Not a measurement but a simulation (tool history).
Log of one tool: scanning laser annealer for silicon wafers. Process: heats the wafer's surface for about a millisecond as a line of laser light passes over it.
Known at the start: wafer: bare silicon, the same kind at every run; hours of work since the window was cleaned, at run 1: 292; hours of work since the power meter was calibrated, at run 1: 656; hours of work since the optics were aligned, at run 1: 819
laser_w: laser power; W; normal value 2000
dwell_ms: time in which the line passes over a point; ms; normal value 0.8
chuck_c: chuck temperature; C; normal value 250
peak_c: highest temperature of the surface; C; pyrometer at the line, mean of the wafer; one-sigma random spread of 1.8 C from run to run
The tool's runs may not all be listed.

| run | hour | laser_w | dwell_ms | chuck_c | hours of work since the window was cleaned | hours of work since the power meter was calibrated | hours of work since the optics were aligned | peak_c |
|---|---|---|---|---|---|---|---|---|
| 1 | 0 | 2000 | 0.8 | 250 | 292 | 656 | 819 | 1021 |
| 2 | 45 | 2000 | 0.8 | 250 | 324 | 688 | 851 | 1018 |
| 3 | 81.8 | 2000 | 0.894 | 250 | 350 | 714 | 877 | 1056 |
| 4 | 110.2 | 2000 | 0.894 | 250 | 370 | 734 | 898 | 1057 |
|  | 137.8 | optics aligned, line set to its width |
| 5 | 161.1 | 2000 | 0.767 | 250 | 403 | 767 | 17 | 1012 |
| 6 | 184.8 | 2000 | 0.767 | 250 | 419 | 783 | 33 | 1013 |
| 7 | 212.8 | 2000 | 0.767 | 250 | 439 | 803 | 53 | 1010 |
| 8 | 249.5 | 2000 | 0.767 | 250 | 465 | 829 | 79 | 1006 |
| 9 | 275.5 | 2000 | 0.767 | 250 | 484 | 848 | 98 | 1005 |
| 10 | 300.8 | 1776 | 0.767 | 250 | 502 | 866 | 115 | 907 |
| 11 | 334.2 | 2190 | 0.8 | 250 | 525 | 889 | 139 | 1105 |
| 12 | 363 | 2190 | 0.8 | 250 | 546 | 910 | 160 | 1098 |
| 13 | 386.6 | 2000 | 0.8 | 256 | 562 | 926 | 176 | 1020 |
| 14 | 417 | 2000 | 0.8 | 256 | 584 | 948 | 198 | 1022 |
|  | 423.1 | window over the wafer cleaned |
| 15 | 440.1 | 2000 | 0.8 | 256 | 12 | 963 | 213 | 1054 |
| 16 | 468.4 | 2000 | 0.8 | 256 | 32 | 983 | 233 | 1053 |
| 17 | 491.6 | 2000 | 0.8 | 250 | 49 | 999 | 249 | 1046 |
| 18 | 529.9 | 2000 | 0.8 | 287 | 76 | 1026 | 276 | 1082 |
| 19 | 554 | 2000 | 0.8 | 287 | 93 | 1043 | 293 | 1083 |
| 20 | 588.9 | 2000 | 0.8 | 287 | 117 | 1068 | 318 | 1080 |
| 21 | 614.4 | 2000 | 0.923 | 250 | 135 | 1086 | 336 | 1093 |
| 22 | 656.6 | 2000 | 0.638 | 245 | 165 | 1116 | 366 | 959 |
| 23 | 691.3 | 2004 | 0.788 | 218 | 190 | 1141 | 391 | 1003 |
| 24 | 718.8 | 1961 | 0.962 | 218 | 209 | 1160 | 410 | 1055 |
| 25 | 761.4 | 2000 | 0.8 | 242 | 240 | 1190 | 440 | 1026 |
| 26 | 796.4 | 2000 | 0.8 | 242 | 264 | 1215 | 465 | 1027 |
| 27 | 824.4 | 1962 | 0.8 | 250 | 284 | 1235 | 485 | 1013 |
| 28 | 850.8 | 1931 | 0.8 | 250 | 303 | 1254 | 504 | 998 |
| 29 | 869.9 | 2000 | 0.564 | 250 | 316 | 1267 | 517 | 913 |
| 30 | 895.5 | 2000 | 0.564 | 250 | 335 | 1285 | 535 | 914 |
| 31 | 935.1 | 2183 | 0.8 | 269 | 363 | 1313 | 563 | 1125 |
| 32 | 957.9 | 2191 | 0.996 | 250 | 379 | 1330 | 579 | 1196 |
| 33 | 1002.6 | 1720 | 0.608 | 278 | 410 | 1361 | 611 | 852 |
| 34 | 1023.9 | 2144 | 0.608 | 253 | 426 | 1376 | 626 | 993 |
| 35 | 1044.9 | 2076 | 0.818 | 234 | 440 | 1391 | 641 | 1044 |
| 36 | 1089 | 2019 | 0.876 | 276 | 472 | 1422 | 672 | 1079 |
| 37 | 1131.8 | 2143 | 0.997 | 269 | 502 | 1453 | 703 | 1184 |
| 38 | 1155.4 | 2143 | 0.997 | 269 | 519 | 1469 | 719 | 1181 |
| 39 | 1182 | 1910 | 0.667 | 229 | 538 | 1488 | 738 | 897 |
| 40 | 1210.6 | 1727 | 0.841 | 284 | 558 | 1508 | 758 | 943 |
| 41 | 1236.6 | 1873 | 0.841 | 286 | 576 | 1527 | 777 | 1005 |

Subtracting, for every run, the result it would have given without the tool's unlogged condition from the measured result gives the following. The same run-to-run variation enters both numbers; the gauge's scatter may not:
The tool's hidden condition here consists of: light that passes the window, % of a clean one's; laser's true power over the reading, %; width of the line over the set one, %; drift of the gauge itself on peak_c, C.
| run | peak_c |
|---|---|
| 1 | -29 |
| 2 | -32 |
| 3 | -34 |
| 4 | -36 |
| 5 | -24 |
| 6 | -25 |
| 7 | -27 |
| 8 | -28 |
| 9 | -29 |
| 10 | -27 |
| 11 | -36 |
| 12 | -38 |
| 13 | -36 |
| 14 | -37 |
| 15 | -1 |
| 16 | -3 |
| 17 | -3 |
| 18 | -5 |
| 19 | -6 |
| 20 | -8 |
| 21 | -11 |
| 22 | -11 |
| 23 | -13 |
| 24 | -16 |
| 25 | -17 |
| 26 | -19 |
| 27 | -19 |
| 28 | -21 |
| 29 | -19 |
| 30 | -20 |
| 31 | -28 |
| 32 | -32 |
| 33 | -21 |
| 34 | -29 |
| 35 | -32 |
| 36 | -35 |
| 37 | -42 |
| 38 | -44 |
| 39 | -33 |
| 40 | -34 |
| 41 | -38 |

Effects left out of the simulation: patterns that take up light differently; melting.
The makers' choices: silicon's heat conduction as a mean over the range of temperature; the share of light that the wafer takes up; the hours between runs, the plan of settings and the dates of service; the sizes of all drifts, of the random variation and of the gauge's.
